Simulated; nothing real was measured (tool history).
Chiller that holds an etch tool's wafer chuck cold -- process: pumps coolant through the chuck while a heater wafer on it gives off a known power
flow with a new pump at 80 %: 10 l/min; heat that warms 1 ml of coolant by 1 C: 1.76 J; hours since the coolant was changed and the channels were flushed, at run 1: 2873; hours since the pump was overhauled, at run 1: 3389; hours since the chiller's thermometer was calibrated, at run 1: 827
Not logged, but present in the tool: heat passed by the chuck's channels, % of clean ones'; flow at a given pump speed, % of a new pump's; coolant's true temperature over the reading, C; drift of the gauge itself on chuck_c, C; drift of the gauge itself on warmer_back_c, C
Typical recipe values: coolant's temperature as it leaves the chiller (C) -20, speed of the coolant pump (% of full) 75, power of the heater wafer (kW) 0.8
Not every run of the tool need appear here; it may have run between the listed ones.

run,hour,coolant's temperature as it leaves the chiller (C),speed of the coolant pump (% of full),power of the heater wafer (kW),hours since the coolant was changed and the channels were flushed,hours since the pump was overhauled,hours since the chiller's thermometer was calibrated,chuck's temperature once it has settled (C),how much warmer the coolant comes back (C)
1,0,-20,75,0.8,2873,3389,827,-12.7,2.97
2,64.4,-20,75,0.8,2938,3453,891,-12.7,2.91
3,121.5,-20,75,0.8,2995,3510,949,-12.6,2.93
4,193.9,-20,79,0.8,3067,3582,1021,-13,2.69
5,268.4,-20,74,0.8,3142,3657,1095,-12.7,2.96
6,380.7,-20,82,0.8,3254,3769,1208,-13.2,2.6
7,449.1,-20,82,0.8,3322,3838,1276,-13.1,2.6
8,565.6,-20,82,0.8,3439,3954,1393,-13.2,2.57
9,679.5,-20,82,0.8,3553,4068,1507,-13.2,2.62
10,762.2,-12,75,0.8,3636,4151,1589,-4.7,2.89
11,816.1,-12,75,0.8,3689,4205,1643,-4.5,2.83
12,887.5,-12,75,0.8,3761,4276,1715,-4.7,2.85
13,979,-20,75,0.49,3852,4368,1806,-15.4,1.72
14,1042.8,-20,73,0.8,3916,4431,1870,-12.5,2.92
15,1103.8,-20,73,0.8,3977,4492,1931,-12.6,2.89
16,1184.7,-20,73,0.8,4058,4573,2012,-12.6,2.92
17,1268.5,-20,73,0.8,4142,4657,2096,-12.5,2.93
18,1356.4,-19,78,0.47,4230,4745,2183,-14.7,1.51
19,1465.7,-19,78,0.829,4339,4854,2293,-11.6,2.8
20,1570.6,-20,61,0.476,4444,4959,2398,-14.9,2.04
21,1687.5,-17,85,0.476,4561,5076,2515,-13,1.44
22,1765.3,-13,75,0.8,4639,5154,2592,-5.7,2.79
23,1866.1,-12,75,0.8,4739,5255,2693,-4.6,2.76
24,1984.8,-12,75,0.482,4858,5373,2812,-7.6,1.62
25,2043.5,-20,94,0.428,4917,5432,2871,-16.7,1.07
26,2135.1,-20,94,0.428,5008,5524,2962,-16.7,1.09
27,2213.7,-29,82,0.64,5087,5602,3041,-23.5,2.03
28,2312.6,-21,94,0.581,5186,5701,3140,-16.4,1.53
29,2408.5,-21,94,0.813,5282,5797,3236,-14.8,2.12
30,2463.4,-23,95,0.884,5337,5852,3290,-16.2,2.3
31,2521.5,-23,83,0.994,5395,5910,3349,-14.8,3.03
32,2637.6,-23,83,0.994,5511,6026,3465,-14.3,3.06
33,2755.9,-24,67,0.8,5629,6144,3583,-16,3.09

Pick out some run-to-run changes in how much warmer the coolant comes back (C). Of each, how much would a tool without hidden state show as well, from the settings, what came in and chance, and how much is left for the hidden state and any gauge scatter not in both results compared?
Run 1 -> 2: no setting changed, nothing entered. how much warmer the coolant comes back (C) -0.06: hidden state -0.01, all else -0.05.
Run 2 -> 3: no setting changed, nothing entered. how much warmer the coolant comes back (C) +0.02: hidden state -0.01, all else +0.03.
Run 4 -> 5: speed of the coolant pump (% of full) 79 -> 74. how much warmer the coolant comes back (C) +0.27: hidden state -0.01, all else +0.28.
Run 17 -> 18: coolant's temperature as it leaves the chiller (C) -20 -> -19, speed of the coolant pump (% of full) 73 -> 78, power of the heater wafer (kW) 0.8 -> 0.47. how much warmer the coolant comes back (C) -1.42: hidden state -0.01, all else -1.41.
Run 18 -> 19: power of the heater wafer (kW) 0.47 -> 0.829. how much warmer the coolant comes back (C) +1.29: hidden state +0, all else +1.29.
Run 21 -> 22: coolant's temperature as it leaves the chiller (C) -17 -> -13, speed of the coolant pump (% of full) 85 -> 75, power of the heater wafer (kW) 0.476 -> 0.8. how much warmer the coolant comes back (C) +1.35: hidden state +0, all else +1.35.

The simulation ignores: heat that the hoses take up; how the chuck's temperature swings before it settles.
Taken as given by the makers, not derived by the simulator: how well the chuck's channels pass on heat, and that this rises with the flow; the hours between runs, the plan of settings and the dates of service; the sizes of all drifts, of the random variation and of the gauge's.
